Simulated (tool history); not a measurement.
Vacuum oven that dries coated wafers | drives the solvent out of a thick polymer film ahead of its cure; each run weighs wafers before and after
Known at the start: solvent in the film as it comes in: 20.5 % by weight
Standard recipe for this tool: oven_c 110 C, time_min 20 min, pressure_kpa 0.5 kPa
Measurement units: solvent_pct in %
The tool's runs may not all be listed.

run    hour  oven_c  time_min  pressure_kpa  solvent_pct
  1       0     110        20           0.5          2.4
  2    64.3     110        20           0.5         2.36
  3    92.5     110        20           0.5         2.36
  4   120.5     110        20           1.5         2.98
  5   160.1     110        10           0.5         6.05
  6   188.2     110        20           0.5         2.43
  7   249.1     110        20           0.5         2.39
      291.1  -- oven's thermocouples calibrated
  8   293.8     110        20           0.5         3.19
  9   340.3     110        20           0.5         3.02
 10   375.1     110        11           0.5         6.44
 11   426.5     108        20           0.5         3.73
 12     465     108        20           0.5         3.82
 13   496.1     110        20         0.969         3.27
 14   554.8     110        20         0.969         3.43
 15   602.5     110        20         1.055         3.39
 16   655.3     110        20         1.055         3.35
 17   707.5     110        20         1.055         3.33
      713.3  -- vacuum gauge cleaned of residue and calibrated
 18   759.4     110        20           0.5         3.16
 19   790.1     100        20           0.5         6.98
 20   816.9     100        20           0.5         6.78
 21   844.4     100        20           0.5          6.9
 22   889.9     115        20           0.5         1.88
      895.9  -- vacuum gauge cleaned of residue and calibrated, once more
 23   951.2     115        20           0.5         1.44
 24   984.6     122        20           0.5         0.47
 25  1018.9     122        22         0.801          0.6
 26  1077.9     122        22         0.801         0.66
 27  1132.3     111        16         0.945         3.78
 28  1195.1     111        12         0.945         5.23
 29  1250.3     111        33         0.275         0.76
 30  1310.6     121        16         0.275         0.97
 31  1355.1     121        16         0.275          0.8
 32  1397.8     124        20         1.215         0.81
 33  1442.5     124        20         1.215         0.74
 34  1493.3     118        20           0.5         0.95
 35  1524.7     118        20         0.693         1.07
 36  1564.5     118        20         0.693         1.08
 37  1623.3     124        24         0.937         0.59
 38  1670.8     124        24         0.937         0.56
 39  1727.3     117        13         0.937         2.64
 40  1758.7     117        13         0.937         2.79
 41  1795.9     117        13         0.937         2.64
 42  1823.6     110        21           0.5         2.24
 43  1888.2     110        20         0.415         2.54
 44  1943.7     116        20         0.457          1.2
 45  1990.9     110        35           0.5         0.95
 46    2043     110        35           0.5         0.98

5 ways to go on from here, each from the tool as it stands after run 46. What would each give?
  A  2090.2     110        21         1.016            ?
  B  2090.2     117        27         1.352            ?
  C  2090.2     110        27         1.313            ?
  D  2090.2     113        33         1.104            ?
  E  2090.2     110        12           0.5            ?

run  solvent_pct
  A         2.54
  B         1.15
  C         2.09
  D         1.13
  E         4.98
Stripped of hidden state, with their random variation kept, the same runs would have yielded:
run  solvent_pct
  A         2.99
  B         1.15
  C         2.34
  D         1.13
  E          5.7

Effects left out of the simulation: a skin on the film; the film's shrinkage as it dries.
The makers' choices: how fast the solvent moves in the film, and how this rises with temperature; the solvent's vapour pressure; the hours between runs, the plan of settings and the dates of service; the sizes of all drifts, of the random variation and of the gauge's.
